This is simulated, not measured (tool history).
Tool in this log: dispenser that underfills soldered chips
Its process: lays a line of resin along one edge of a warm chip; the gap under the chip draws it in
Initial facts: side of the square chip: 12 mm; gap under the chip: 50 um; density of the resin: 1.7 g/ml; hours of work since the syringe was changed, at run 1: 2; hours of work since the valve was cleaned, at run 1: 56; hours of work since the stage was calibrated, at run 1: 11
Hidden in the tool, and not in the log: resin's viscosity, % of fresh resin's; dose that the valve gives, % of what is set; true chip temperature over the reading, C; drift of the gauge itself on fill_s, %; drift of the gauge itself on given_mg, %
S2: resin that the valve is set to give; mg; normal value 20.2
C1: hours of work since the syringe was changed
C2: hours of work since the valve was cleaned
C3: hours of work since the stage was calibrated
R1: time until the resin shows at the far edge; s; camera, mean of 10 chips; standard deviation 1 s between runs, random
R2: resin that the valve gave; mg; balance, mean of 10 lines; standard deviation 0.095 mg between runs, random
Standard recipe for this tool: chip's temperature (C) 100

run 1 hour=0.0 | chip's_temperature_(C)=100 S2=20.2 | C1=2 C2=56 C3=11 | R1=111.1 R2=19.32
run 2 hour=6.1 | chip's_temperature_(C)=100 S2=20.2 | C1=6 C2=60 C3=15 | R1=133.9 R2=19.40
-- hour=6.9 new syringe of resin
run 3 hour=11.2 | chip's_temperature_(C)=100 S2=20.2 | C1=3 C2=64 C3=18 | R1=111.2 R2=19.31
run 4 hour=15.4 | chip's_temperature_(C)=100 S2=23.9 | C1=6 C2=66 C3=21 | R1=127.2 R2=22.81
-- hour=17.3 new syringe of resin
run 5 hour=20.8 | chip's_temperature_(C)=100 S2=17.8 | C1=2 C2=70 C3=24 | R1=113.8 R2=16.80
run 6 hour=26.7 | chip's_temperature_(C)=100 S2=20.3 | C1=6 C2=74 C3=28 | R1=134.1 R2=19.22
-- hour=27.6 new syringe of resin
run 7 hour=30.3 | chip's_temperature_(C)=104 S2=20.3 | C1=2 C2=76 C3=31 | R1=92.3 R2=19.17
run 8 hour=35.6 | chip's_temperature_(C)=104 S2=20.3 | C1=5 C2=80 C3=34 | R1=108.9 R2=19.29
-- hour=37.8 new syringe of resin
run 9 hour=43.1 | chip's_temperature_(C)=104 S2=20.3 | C1=4 C2=85 C3=39 | R1=97.9 R2=19.17
-- hour=48.2 new syringe of resin
run 10 hour=48.7 | chip's_temperature_(C)=100 S2=22.0 | C1=0 C2=88 C3=43 | R1=99.5 R2=20.75
run 11 hour=54.4 | chip's_temperature_(C)=100 S2=22.0 | C1=4 C2=92 C3=47 | R1=119.9 R2=20.66
-- hour=58.6 new syringe of resin
run 12 hour=61.0 | chip's_temperature_(C)=100 S2=22.0 | C1=2 C2=96 C3=51 | R1=103.4 R2=20.62
run 13 hour=64.7 | chip's_temperature_(C)=100 S2=22.0 | C1=4 C2=99 C3=53 | R1=119.4 R2=20.59
run 14 hour=67.8 | chip's_temperature_(C)=100 S2=20.2 | C1=6 C2=101 C3=56 | R1=132.7 R2=18.66
-- hour=69.1 new syringe of resin
run 15 hour=71.6 | chip's_temperature_(C)=100 S2=20.2 | C1=2 C2=103 C3=58 | R1=104.8 R2=18.90
run 16 hour=77.6 | chip's_temperature_(C)=100 S2=20.2 | C1=6 C2=107 C3=62 | R1=129.3 R2=18.87
-- hour=79.3 new syringe of resin
run 17 hour=82.5 | chip's_temperature_(C)=100 S2=22.7 | C1=2 C2=111 C3=65 | R1=107.6 R2=21.00
run 18 hour=87.8 | chip's_temperature_(C)=100 S2=20.2 | C1=6 C2=114 C3=69 | R1=128.8 R2=18.69
-- hour=89.6 new syringe of resin
run 19 hour=93.4 | chip's_temperature_(C)=100 S2=20.2 | C1=3 C2=118 C3=72 | R1=109.8 R2=18.54
run 20 hour=98.1 | chip's_temperature_(C)=112 S2=20.2 | C1=6 C2=121 C3=75 | R1=79.9 R2=18.47
-- hour=100.0 new syringe of resin
run 21 hour=105.6 | chip's_temperature_(C)=85 S2=20.2 | C1=4 C2=126 C3=80 | R1=221.4 R2=18.57
-- hour=110.5 new syringe of resin
run 22 hour=112.5 | chip's_temperature_(C)=86 S2=18.3 | C1=1 C2=130 C3=85 | R1=187.3 R2=16.48
run 23 hour=118.2 | chip's_temperature_(C)=86 S2=18.3 | C1=5 C2=134 C3=89 | R1=227.7 R2=16.65
-- hour=121.2 new syringe of resin
-- hour=123.8 dispensing valve cleaned and set on the balance
run 24 hour=126.6 | chip's_temperature_(C)=86 S2=19.5 | C1=3 C2=2 C3=94 | R1=208.8 R2=19.28
-- hour=132.7 new syringe of resin
run 25 hour=133.7 | chip's_temperature_(C)=115 S2=23.1 | C1=1 C2=7 C3=98 | R1=54.6 R2=22.85
run 26 hour=137.6 | chip's_temperature_(C)=115 S2=23.1 | C1=3 C2=9 C3=101 | R1=63.1 R2=23.03
-- hour=142.9 new syringe of resin
run 27 hour=144.0 | chip's_temperature_(C)=85 S2=19.9 | C1=1 C2=13 C3=105 | R1=185.8 R2=19.51
run 28 hour=148.3 | chip's_temperature_(C)=101 S2=20.2 | C1=4 C2=16 C3=108 | R1=109.5 R2=19.94
-- hour=153.3 new syringe of resin
run 29 hour=154.7 | chip's_temperature_(C)=87 S2=22.9 | C1=1 C2=20 C3=112 | R1=174.1 R2=22.50
run 30 hour=161.0 | chip's_temperature_(C)=111 S2=18.3 | C1=5 C2=25 C3=116 | R1=83.0 R2=17.88
-- hour=163.9 new syringe of resin
run 31 hour=165.9 | chip's_temperature_(C)=92 S2=25.4 | C1=1 C2=28 C3=119 | R1=144.3 R2=24.77
run 32 hour=169.3 | chip's_temperature_(C)=92 S2=25.4 | C1=4 C2=30 C3=122 | R1=160.0 R2=24.90
-- hour=174.1 new syringe of resin
run 33 hour=175.0 | chip's_temperature_(C)=113 S2=18.4 | C1=1 C2=34 C3=125 | R1=58.4 R2=17.97
run 34 hour=181.8 | chip's_temperature_(C)=113 S2=18.4 | C1=5 C2=38 C3=130 | R1=73.5 R2=17.99
-- hour=184.4 new syringe of resin
run 35 hour=186.1 | chip's_temperature_(C)=113 S2=18.4 | C1=1 C2=41 C3=133 | R1=60.8 R2=17.95
run 36 hour=192.5 | chip's_temperature_(C)=100 S2=26.2 | C1=6 C2=45 C3=137 | R1=121.5 R2=25.27

Table of differences, measured result less the result of that run with no hidden state. Run-to-run variation is the same in both. Gauge scatter possibly is not:
run=1 R1=+10.4 R2=-0.78
run=2 R1=+35.3 R2=-0.84
run=3 R1=+13.3 R2=-0.88
run=4 R1=+29.7 R2=-1.08
run=5 R1=+12.9 R2=-0.84
run=6 R1=+36.4 R2=-1.01
run=7 R1=+6.7 R2=-1.04
run=8 R1=+24.6 R2=-1.09
run=9 R1=+15.3 R2=-1.14
run=10 R1=+0.6 R2=-1.30
run=11 R1=+21.8 R2=-1.36
run=12 R1=+5.7 R2=-1.41
run=13 R1=+19.9 R2=-1.45
run=14 R1=+33.7 R2=-1.36
run=15 R1=+6.5 R2=-1.39
run=16 R1=+30.5 R2=-1.45
run=17 R1=+8.6 R2=-1.68
run=18 R1=+30.2 R2=-1.53
run=19 R1=+9.5 R2=-1.58
run=20 R1=+17.9 R2=-1.62
run=21 R1=+35.5 R2=-1.69
run=22 R1=+5.8 R2=-1.56
run=23 R1=+46.4 R2=-1.62
run=24 R1=+26.0 R2=-0.08
run=25 R1=+0.2 R2=-0.17
run=26 R1=+8.1 R2=-0.21
run=27 R1=-3.5 R2=-0.24
run=28 R1=+13.4 R2=-0.28
run=29 R1=+3.0 R2=-0.37
run=30 R1=+17.6 R2=-0.35
run=31 R1=+6.2 R2=-0.53
run=32 R1=+23.7 R2=-0.57
run=33 R1=-0.9 R2=-0.46
run=34 R1=+14.4 R2=-0.51
run=35 R1=+1.4 R2=-0.54
run=36 R1=+25.3 R2=-0.84
